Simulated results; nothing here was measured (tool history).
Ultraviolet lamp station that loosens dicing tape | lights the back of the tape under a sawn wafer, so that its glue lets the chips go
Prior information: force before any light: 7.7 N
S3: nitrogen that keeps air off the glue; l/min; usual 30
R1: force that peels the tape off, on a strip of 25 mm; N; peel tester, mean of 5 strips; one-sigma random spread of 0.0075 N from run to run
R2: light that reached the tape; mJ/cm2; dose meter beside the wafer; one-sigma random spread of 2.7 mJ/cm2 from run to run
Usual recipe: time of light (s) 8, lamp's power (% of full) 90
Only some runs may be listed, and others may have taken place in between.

run 1 hour=0 | time_of_light_(s)=8 lamp's_power_(%_of_full)=90 S3=30 | R1=0.399 R2=305
run 2 hour=42.4 | time_of_light_(s)=8 lamp's_power_(%_of_full)=90 S3=30 | R1=0.415 R2=299
run 3 hour=84.1 | time_of_light_(s)=8 lamp's_power_(%_of_full)=90 S3=45 | R1=0.365 R2=293
run 4 hour=110.2 | time_of_light_(s)=8 lamp's_power_(%_of_full)=90 S3=30 | R1=0.416 R2=297
run 5 hour=148.7 | time_of_light_(s)=8 lamp's_power_(%_of_full)=90 S3=30 | R1=0.418 R2=296
run 6 hour=202.4 | time_of_light_(s)=8 lamp's_power_(%_of_full)=90 S3=30 | R1=0.447 R2=286
run 7 hour=239.8 | time_of_light_(s)=4 lamp's_power_(%_of_full)=90 S3=30 | R1=1.615 R2=148
run 8 hour=280.3 | time_of_light_(s)=8 lamp's_power_(%_of_full)=87 S3=30 | R1=0.467 R2=276
run 9 hour=326.4 | time_of_light_(s)=8 lamp's_power_(%_of_full)=87 S3=30 | R1=0.479 R2=274
run 10 hour=357.9 | time_of_light_(s)=8 lamp's_power_(%_of_full)=87 S3=30 | R1=0.489 R2=276
run 11 hour=380.5 | time_of_light_(s)=8 lamp's_power_(%_of_full)=87 S3=48 | R1=0.411 R2=273
run 12 hour=414.2 | time_of_light_(s)=8 lamp's_power_(%_of_full)=87 S3=48 | R1=0.42 R2=268
run 13 hour=441 | time_of_light_(s)=8 lamp's_power_(%_of_full)=87 S3=48 | R1=0.434 R2=270
run 14 hour=468.9 | time_of_light_(s)=8 lamp's_power_(%_of_full)=90 S3=30 | R1=0.465 R2=276
run 15 hour=522 | time_of_light_(s)=8 lamp's_power_(%_of_full)=90 S3=30 | R1=0.486 R2=274
run 16 hour=573.3 | time_of_light_(s)=5 lamp's_power_(%_of_full)=64 S3=40 | R1=1.938 R2=122
run 17 hour=622.8 | time_of_light_(s)=13 lamp's_power_(%_of_full)=97 S3=48 | R1=0.185 R2=475
run 18 hour=648 | time_of_light_(s)=13 lamp's_power_(%_of_full)=88 S3=48 | R1=0.205 R2=430
-- hour=688.8 window cleaned of glue's vapour
run 19 hour=701.3 | time_of_light_(s)=13 lamp's_power_(%_of_full)=88 S3=48 | R1=0.188 R2=448
run 20 hour=752.3 | time_of_light_(s)=8 lamp's_power_(%_of_full)=88 S3=26 | R1=0.504 R2=275
run 21 hour=783 | time_of_light_(s)=8 lamp's_power_(%_of_full)=88 S3=43 | R1=0.406 R2=275
run 22 hour=835.2 | time_of_light_(s)=5 lamp's_power_(%_of_full)=90 S3=30 | R1=1.177 R2=174
run 23 hour=865.9 | time_of_light_(s)=5 lamp's_power_(%_of_full)=90 S3=30 | R1=1.191 R2=171
run 24 hour=889.3 | time_of_light_(s)=13 lamp's_power_(%_of_full)=89 S3=35 | R1=0.197 R2=445
run 25 hour=934.8 | time_of_light_(s)=5 lamp's_power_(%_of_full)=96 S3=12 | R1=1.516 R2=182
run 26 hour=956.7 | time_of_light_(s)=8 lamp's_power_(%_of_full)=76 S3=53 | R1=0.571 R2=232
run 27 hour=1003.2 | time_of_light_(s)=11 lamp's_power_(%_of_full)=62 S3=30 | R1=0.558 R2=254

Run 28 is up next; what results do you expect?
run 28 hour=1031.2 | time_of_light_(s)=5 lamp's_power_(%_of_full)=62 S3=30 | R1=? R2=?

R1: 2.182 N
R2: 113 mJ/cm2
With no hidden state in the tool, this same run would have given R1 1.414 N, R2 155 mJ/cm2.

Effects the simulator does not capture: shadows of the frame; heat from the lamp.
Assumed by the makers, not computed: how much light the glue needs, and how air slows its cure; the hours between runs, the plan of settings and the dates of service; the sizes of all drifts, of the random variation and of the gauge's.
